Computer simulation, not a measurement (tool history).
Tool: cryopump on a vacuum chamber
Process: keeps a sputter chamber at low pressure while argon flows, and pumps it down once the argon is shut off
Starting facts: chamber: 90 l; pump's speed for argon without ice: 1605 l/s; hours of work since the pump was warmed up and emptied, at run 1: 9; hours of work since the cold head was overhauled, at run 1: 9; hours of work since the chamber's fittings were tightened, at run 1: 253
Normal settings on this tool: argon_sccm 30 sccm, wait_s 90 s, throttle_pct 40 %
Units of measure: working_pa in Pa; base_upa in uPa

| run | hour | argon_sccm | wait_s | throttle_pct | hours of work since the pump was warmed up and emptied | hours of work since the cold head was overhauled | hours of work since the chamber's fittings were tightened | working_pa | base_upa |
|---|---|---|---|---|---|---|---|---|---|
| 1 | 0 | 30 | 90 | 40 | 9 | 9 | 253 | 0.0786 | 1.15 |
| 2 | 13.6 | 30 | 90 | 40 | 20 | 20 | 264 | 0.0788 | 1.16 |
| 3 | 23 | 30 | 90 | 40 | 27 | 27 | 271 | 0.0803 | 1.16 |
| 4 | 30.8 | 34 | 90 | 40 | 33 | 33 | 278 | 0.0912 | 1.13 |
| 5 | 44 | 30 | 90 | 40 | 44 | 44 | 288 | 0.08 | 1.19 |
| 6 | 55.8 | 30 | 90 | 40 | 53 | 53 | 298 | 0.08 | 1.2 |
| 7 | 70.7 | 30 | 90 | 40 | 65 | 65 | 310 | 0.08 | 1.17 |
| 8 | 82.1 | 30 | 90 | 40 | 74 | 74 | 319 | 0.0806 | 1.2 |
| 9 | 90.7 | 30 | 90 | 40 | 81 | 81 | 326 | 0.0811 | 1.24 |
| 10 | 105.6 | 30 | 90 | 40 | 93 | 93 | 337 | 0.08 | 1.19 |
| 11 | 121.4 | 22 | 90 | 40 | 106 | 106 | 350 | 0.059 | 1.26 |
| 12 | 133.8 | 22 | 90 | 40 | 116 | 116 | 360 | 0.058 | 1.22 |
| 13 | 141.4 | 30 | 24 | 40 | 122 | 122 | 366 | 0.0798 | 3.11 |
| 14 | 156.2 | 30 | 24 | 40 | 134 | 134 | 378 | 0.0802 | 3.18 |
| 15 | 170.1 | 38 | 257 | 20 | 145 | 145 | 389 | 0.2018 | 0.8 |
| 16 | 180.2 | 23 | 240 | 40 | 153 | 153 | 397 | 0.0613 | 0.86 |
| 17 | 187.7 | 17 | 90 | 16 | 159 | 159 | 403 | 0.1135 | 1.29 |
| 18 | 199.8 | 17 | 90 | 16 | 168 | 168 | 413 | 0.1134 | 1.35 |
| 19 | 215.6 | 30 | 90 | 45 | 181 | 181 | 425 | 0.0722 | 1.27 |
| 20 | 224.9 | 35 | 84 | 20 | 189 | 189 | 433 | 0.1876 | 1.37 |
| 21 | 235.6 | 36 | 20 | 20 | 197 | 197 | 441 | 0.1921 | 3.75 |
| 22 | 245.6 | 36 | 20 | 20 | 205 | 205 | 449 | 0.1928 | 3.63 |
| 23 | 260.1 | 36 | 50 | 20 | 217 | 217 | 461 | 0.1949 | 1.88 |
| 24 | 274.6 | 36 | 50 | 20 | 228 | 228 | 473 | 0.1937 | 1.9 |
| 25 | 290.5 | 56 | 50 | 20 | 241 | 241 | 485 | 0.2999 | 1.97 |
| 26 | 304.5 | 14 | 90 | 34 | 252 | 252 | 497 | 0.0452 | 1.38 |
| 27 | 317.3 | 14 | 90 | 34 | 262 | 262 | 507 | 0.0451 | 1.43 |
| 28 | 328.6 | 30 | 90 | 28 | 272 | 272 | 516 | 0.1144 | 1.44 |

Hidden state or all else? Some run-to-run changes of working_pa, split into what the settings, what came in and random variation would give without the hidden state, and what is left for the hidden state (with any gauge scatter that isn't in both results):
The tool's hidden condition here consists of: pump's speed, % of a pump's without ice; cold plate's temperature, K; leak into the chamber, uPa l/s; drift of the gauge itself on working_pa, %; drift of the gauge itself on base_upa, %.
Run 15 -> 16: argon_sccm 38 -> 23, wait_s 257 -> 240, throttle_pct 20 -> 40. working_pa -0.1405 Pa: hidden state -0.0007, all else -0.1398.
Run 24 -> 25: argon_sccm 36 -> 56. working_pa +0.1062 Pa: hidden state +0.0019, all else +0.1043.
Run 25 -> 26: argon_sccm 56 -> 14, wait_s 50 -> 90, throttle_pct 20 -> 34. working_pa -0.2547 Pa: hidden state -0.0036, all else -0.2511.
